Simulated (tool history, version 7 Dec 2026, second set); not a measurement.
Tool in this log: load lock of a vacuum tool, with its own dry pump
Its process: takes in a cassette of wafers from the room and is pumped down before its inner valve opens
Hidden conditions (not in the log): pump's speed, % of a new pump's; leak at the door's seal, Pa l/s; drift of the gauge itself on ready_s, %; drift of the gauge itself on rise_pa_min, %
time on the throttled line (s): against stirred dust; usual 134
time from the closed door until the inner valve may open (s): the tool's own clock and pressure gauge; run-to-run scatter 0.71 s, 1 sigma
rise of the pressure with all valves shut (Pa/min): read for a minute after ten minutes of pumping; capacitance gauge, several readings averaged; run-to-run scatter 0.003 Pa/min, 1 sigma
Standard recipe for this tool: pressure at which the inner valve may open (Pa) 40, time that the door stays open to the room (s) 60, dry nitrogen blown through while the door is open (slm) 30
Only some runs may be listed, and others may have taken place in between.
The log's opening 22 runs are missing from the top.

| run | hour | time on the throttled line (s) | pressure at which the inner valve may open (Pa) | time that the door stays open to the room (s) | dry nitrogen blown through while the door is open (slm) | hours that the pump has run since its overhaul | times that the door has closed on its seal | incoming humidity of the room's air, % | time from the closed door until the inner valve may open (s) | rise of the pressure with all valves shut (Pa/min) |
|---|---|---|---|---|---|---|---|---|---|---|
| 23 | 7845.3 | 151 | 71 | 208 | 6 | 1505 | 1885 | 45.7 | 188.6 | 0.045 |
| 24 | 8347.1 | 151 | 71 | 208 | 6 | 2006 | 3378 | 41.9 | 188.4 | 0.04 |
| 25 | 8832.3 | 151 | 57 | 208 | 26 | 2492 | 4822 | 46 | 191 | 0.013 |
| 26 | 9256.8 | 151 | 57 | 208 | 26 | 2916 | 6085 | 46.5 | 190.1 | 0.017 |
| 27 | 9635.2 | 151 | 57 | 208 | 26 | 3295 | 7211 | 46.6 | 189.5 | 0.015 |
| 28 | 9968.4 | 151 | 57 | 30 | 19 | 3628 | 8203 | 43.3 | 189.8 | 0.007 |
| 29 | 10239.8 | 151 | 57 | 30 | 19 | 3899 | 9010 | 43.5 | 189.9 | 0.007 |
| 30 | 10709.2 | 151 | 57 | 30 | 19 | 4369 | 10407 | 45.2 | 190 | 0.008 |
| 31 | 11098.6 | 151 | 57 | 30 | 19 | 4758 | 11566 | 46.6 | 190.1 | 0.009 |
| 32 | 11340.1 | 131 | 40 | 60 | 18 | 4999 | 12284 | 45.3 | 175 | 0.011 |
| 33 | 11554.5 | 131 | 40 | 60 | 18 | 5214 | 12922 | 47.1 | 175 | 0.012 |
| 34 | 11772.2 | 134 | 40 | 210 | 5 | 5432 | 13570 | 45.8 | 176.4 | 0.048 |
| 35 | 12115.2 | 129 | 66 | 32 | 17 | 5775 | 14591 | 47.4 | 169.4 | 0.009 |
| 36 | 12616.7 | 134 | 39 | 28 | 11 | 6276 | 16083 | 48.1 | 177.8 | 0.007 |

Forecast each of these 3 alternatives for the next run:
| A | 12986.9 | 263 | 35 | 28 | 29 | 6646 | 17185 | 44.9 | ? | ? |
| B | 12986.9 | 90 | 39 | 28 | 9 | 6646 | 17185 | 42.9 | ? | ? |
| C | 12986.9 | 134 | 40 | 29 | 30 | 6646 | 17185 | 44.7 | ? | ? |

| run | time from the closed door until the inner valve may open (s) | rise of the pressure with all valves shut (Pa/min) |
|---|---|---|
| A | 296.3 | 0.01 |
| B | 136.5 | 0.009 |
| C | 178.3 | 0.012 |
Take away the tool's hidden state, keep each run's random variation, and the runs would have read:
| run | time from the closed door until the inner valve may open (s) | rise of the pressure with all valves shut (Pa/min) |
|---|---|---|
| A | 296.3 | 0.009 |
| B | 136.5 | 0.008 |
| C | 178.3 | 0.012 |
